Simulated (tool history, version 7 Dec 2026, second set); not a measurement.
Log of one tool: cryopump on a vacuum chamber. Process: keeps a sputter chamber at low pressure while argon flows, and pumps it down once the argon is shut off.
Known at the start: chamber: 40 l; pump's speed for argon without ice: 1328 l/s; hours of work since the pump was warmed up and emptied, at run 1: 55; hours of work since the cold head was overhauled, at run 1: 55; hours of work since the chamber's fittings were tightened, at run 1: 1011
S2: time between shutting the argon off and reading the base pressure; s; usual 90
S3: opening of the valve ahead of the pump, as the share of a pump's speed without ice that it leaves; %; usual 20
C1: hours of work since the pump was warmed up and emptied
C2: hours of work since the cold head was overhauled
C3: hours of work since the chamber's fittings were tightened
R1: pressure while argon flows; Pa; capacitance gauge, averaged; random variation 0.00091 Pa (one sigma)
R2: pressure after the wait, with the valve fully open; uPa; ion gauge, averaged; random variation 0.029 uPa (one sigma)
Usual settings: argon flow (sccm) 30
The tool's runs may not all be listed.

{"run": 1, "day": 0.0, "argon flow (sccm)": 30, "S2": 90, "S3": 20, "C1": 55, "C2": 55, "C3": 1011, "R1": 0.1922, "R2": 2.8}
{"run": 2, "day": 0.692, "argon flow (sccm)": 30, "S2": 90, "S3": 20, "C1": 62, "C2": 62, "C3": 1018, "R1": 0.1915, "R2": 2.73}
{"run": 3, "day": 1.242, "argon flow (sccm)": 30, "S2": 90, "S3": 20, "C1": 68, "C2": 68, "C3": 1023, "R1": 0.1931, "R2": 2.79}
{"run": 4, "day": 1.658, "argon flow (sccm)": 30, "S2": 90, "S3": 20, "C1": 72, "C2": 72, "C3": 1028, "R1": 0.1936, "R2": 2.87}
{"run": 5, "day": 2.421, "argon flow (sccm)": 30, "S2": 90, "S3": 20, "C1": 80, "C2": 80, "C3": 1036, "R1": 0.194, "R2": 2.82}
{"run": 6, "day": 3.038, "argon flow (sccm)": 30, "S2": 90, "S3": 20, "C1": 86, "C2": 86, "C3": 1042, "R1": 0.193, "R2": 2.9}
{"run": 7, "day": 3.488, "argon flow (sccm)": 30, "S2": 90, "S3": 20, "C1": 91, "C2": 91, "C3": 1047, "R1": 0.1939, "R2": 2.83}
{"run": 8, "day": 4.083, "argon flow (sccm)": 30, "S2": 90, "S3": 20, "C1": 97, "C2": 97, "C3": 1053, "R1": 0.1946, "R2": 2.85}
{"run": 9, "day": 4.625, "argon flow (sccm)": 30, "S2": 90, "S3": 20, "C1": 103, "C2": 103, "C3": 1059, "R1": 0.1945, "R2": 2.93}
{"run": 10, "day": 5.517, "argon flow (sccm)": 30, "S2": 90, "S3": 20, "C1": 112, "C2": 112, "C3": 1068, "R1": 0.1956, "R2": 2.96}
{"run": 11, "day": 6.188, "argon flow (sccm)": 30, "S2": 90, "S3": 20, "C1": 119, "C2": 119, "C3": 1075, "R1": 0.1954, "R2": 3.02}
{"run": 12, "day": 6.908, "argon flow (sccm)": 30, "S2": 90, "S3": 24, "C1": 126, "C2": 126, "C3": 1082, "R1": 0.1643, "R2": 2.99}
{"run": 13, "day": 7.412, "argon flow (sccm)": 30, "S2": 90, "S3": 24, "C1": 132, "C2": 132, "C3": 1087, "R1": 0.1647, "R2": 3.01}
{"run": 14, "day": 7.875, "argon flow (sccm)": 30, "S2": 90, "S3": 24, "C1": 137, "C2": 137, "C3": 1092, "R1": 0.1635, "R2": 3.09}
{"run": 15, "day": 8.533, "argon flow (sccm)": 30, "S2": 90, "S3": 24, "C1": 143, "C2": 143, "C3": 1099, "R1": 0.1646, "R2": 3.02}
{"run": 16, "day": 9.233, "argon flow (sccm)": 30, "S2": 90, "S3": 24, "C1": 151, "C2": 151, "C3": 1106, "R1": 0.1648, "R2": 3.13}
{"run": 17, "day": 10.167, "argon flow (sccm)": 30, "S2": 90, "S3": 24, "C1": 160, "C2": 160, "C3": 1116, "R1": 0.1652, "R2": 3.08}
{"run": 18, "day": 10.988, "argon flow (sccm)": 21, "S2": 57, "S3": 19, "C1": 169, "C2": 169, "C3": 1125, "R1": 0.1438, "R2": 3.81}
{"run": 19, "day": 11.708, "argon flow (sccm)": 51, "S2": 82, "S3": 15, "C1": 176, "C2": 176, "C3": 1132, "R1": 0.4458, "R2": 3.34}
{"run": 20, "day": 12.175, "argon flow (sccm)": 51, "S2": 82, "S3": 15, "C1": 181, "C2": 181, "C3": 1137, "R1": 0.4443, "R2": 3.28}
{"run": 21, "day": 12.717, "argon flow (sccm)": 54, "S2": 43, "S3": 31, "C1": 187, "C2": 187, "C3": 1142, "R1": 0.2337, "R2": 4.41}
{"run": 22, "day": 13.179, "argon flow (sccm)": 54, "S2": 43, "S3": 31, "C1": 192, "C2": 192, "C3": 1147, "R1": 0.235, "R2": 4.41}
{"run": 23, "day": 13.938, "argon flow (sccm)": 43, "S2": 90, "S3": 20, "C1": 199, "C2": 199, "C3": 1155, "R1": 0.2845, "R2": 3.22}
{"run": 24, "day": 14.329, "argon flow (sccm)": 43, "S2": 90, "S3": 20, "C1": 203, "C2": 203, "C3": 1159, "R1": 0.2838, "R2": 3.25}
{"run": 25, "day": 14.75, "argon flow (sccm)": 43, "S2": 90, "S3": 20, "C1": 208, "C2": 208, "C3": 1164, "R1": 0.2838, "R2": 3.27}
{"run": 26, "day": 15.325, "argon flow (sccm)": 59, "S2": 90, "S3": 20, "C1": 214, "C2": 214, "C3": 1170, "R1": 0.3893, "R2": 3.24}
{"run": 27, "day": 15.733, "argon flow (sccm)": 25, "S2": 262, "S3": 26, "C1": 218, "C2": 218, "C3": 1174, "R1": 0.1287, "R2": 2.49}
{"run": 28, "day": 16.546, "argon flow (sccm)": 30, "S2": 240, "S3": 19, "C1": 226, "C2": 226, "C3": 1182, "R1": 0.2096, "R2": 2.54}
{"run": 29, "day": 17.208, "argon flow (sccm)": 16, "S2": 243, "S3": 21, "C1": 233, "C2": 233, "C3": 1189, "R1": 0.102, "R2": 2.67}
{"run": 30, "day": 17.638, "argon flow (sccm)": 16, "S2": 31, "S3": 27, "C1": 238, "C2": 238, "C3": 1194, "R1": 0.0814, "R2": 5.59}
{"run": 31, "day": 18.138, "argon flow (sccm)": 24, "S2": 66, "S3": 20, "C1": 243, "C2": 243, "C3": 1199, "R1": 0.1601, "R2": 3.76}
{"run": 32, "day": 18.904, "argon flow (sccm)": 24, "S2": 66, "S3": 20, "C1": 251, "C2": 251, "C3": 1207, "R1": 0.162, "R2": 3.92}
{"run": 33, "day": 19.508, "argon flow (sccm)": 31, "S2": 206, "S3": 28, "C1": 257, "C2": 257, "C3": 1213, "R1": 0.1517, "R2": 2.69}
{"run": 34, "day": 20.225, "argon flow (sccm)": 30, "S2": 20, "S3": 53, "C1": 265, "C2": 265, "C3": 1220, "R1": 0.084, "R2": 7.5}

The same runs without the tool's hidden state, with the same run-to-run variation:
The hidden state here: pump's speed, % of a pump's without ice; cold plate's temperature, K; leak into the chamber, uPa l/s; drift of the gauge itself on working_pa, %; drift of the gauge itself on base_upa, %.
run=1 R1=0.1900 R2=1.42
run=2 R1=0.1891 R2=1.36
run=3 R1=0.1905 R2=1.39
run=4 R1=0.1908 R2=1.43
run=5 R1=0.1909 R2=1.40
run=6 R1=0.1897 R2=1.44
run=7 R1=0.1904 R2=1.38
run=8 R1=0.1909 R2=1.39
run=9 R1=0.1906 R2=1.43
run=10 R1=0.1914 R2=1.43
run=11 R1=0.1909 R2=1.45
run=12 R1=0.1595 R2=1.42
run=13 R1=0.1597 R2=1.42
run=14 R1=0.1583 R2=1.46
run=15 R1=0.1592 R2=1.42
run=16 R1=0.1591 R2=1.47
run=17 R1=0.1591 R2=1.42
run=18 R1=0.1393 R2=2.11
run=19 R1=0.4343 R2=1.58
run=20 R1=0.4324 R2=1.54
run=21 R1=0.2207 R2=2.69
run=22 R1=0.2216 R2=2.66
run=23 R1=0.2732 R2=1.40
run=24 R1=0.2724 R2=1.42
run=25 R1=0.2721 R2=1.43
run=26 R1=0.3727 R2=1.40
run=27 R1=0.1215 R2=0.63
run=28 R1=0.2006 R2=0.67
run=29 R1=0.0970 R2=0.71
run=30 R1=0.0763 R2=3.67
run=31 R1=0.1522 R2=1.84
run=32 R1=0.1538 R2=1.90
run=33 R1=0.1408 R2=0.72
run=34 R1=0.0730 R2=5.51
